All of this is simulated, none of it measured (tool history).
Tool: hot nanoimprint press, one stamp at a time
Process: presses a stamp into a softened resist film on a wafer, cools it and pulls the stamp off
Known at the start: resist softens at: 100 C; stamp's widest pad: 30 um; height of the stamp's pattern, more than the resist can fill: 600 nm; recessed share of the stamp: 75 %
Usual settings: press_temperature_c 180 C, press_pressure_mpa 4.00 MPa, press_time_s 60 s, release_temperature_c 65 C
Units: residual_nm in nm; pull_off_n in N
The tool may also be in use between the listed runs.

| run | hour | press_temperature_c | press_pressure_mpa | press_time_s | release_temperature_c | residual_nm | pull_off_n |
|---|---|---|---|---|---|---|---|
| 1 | 0.0 | 180 | 4.00 | 60 | 65 | 171.5 | 137 |
| 2 | 22.3 | 180 | 4.00 | 60 | 65 | 172.4 | 140 |
| 3 | 49.8 | 180 | 4.00 | 60 | 65 | 172.6 | 139 |
| 4 | 68.2 | 180 | 4.00 | 60 | 65 | 173.3 | 139 |
| 5 | 87.5 | 180 | 4.00 | 60 | 65 | 172.6 | 138 |
| 6 | 114.7 | 180 | 3.46 | 60 | 65 | 184.1 | 134 |
| 7 | 141.1 | 180 | 3.46 | 34 | 65 | 224.7 | 137 |
| 8 | 152.6 | 180 | 4.70 | 60 | 65 | 161.9 | 133 |
|  | 160.3 | stamp cleaned and given a new release coat |
| 9 | 184.9 | 179 | 3.18 | 47 | 60 | 214.2 | 146 |
| 10 | 204.2 | 179 | 3.18 | 47 | 60 | 215.5 | 145 |
| 11 | 216.4 | 179 | 3.18 | 47 | 60 | 215.3 | 146 |
| 12 | 232.0 | 179 | 2.51 | 47 | 60 | 234.7 | 145 |

Forecast each of these 4 alternatives for the next run:
| A | 247.5 | 180 | 3.04 | 93 | 65 | ? | ? |
| B | 247.5 | 174 | 4.04 | 47 | 60 | ? | ? |
| C | 247.5 | 179 | 4.88 | 75 | 63 | ? | ? |
| D | 247.5 | 179 | 2.57 | 46 | 60 | ? | ? |

| run | residual_nm | pull_off_n |
|---|---|---|
| A | 162.0 | 137 |
| B | 232.4 | 140 |
| C | 150.9 | 136 |
| D | 234.2 | 144 |
Without the tool's hidden state the same runs would have given:
| run | residual_nm | pull_off_n |
|---|---|---|
| A | 162.1 | 137 |
| B | 232.4 | 140 |
| C | 150.8 | 136 |
| D | 234.3 | 144 |
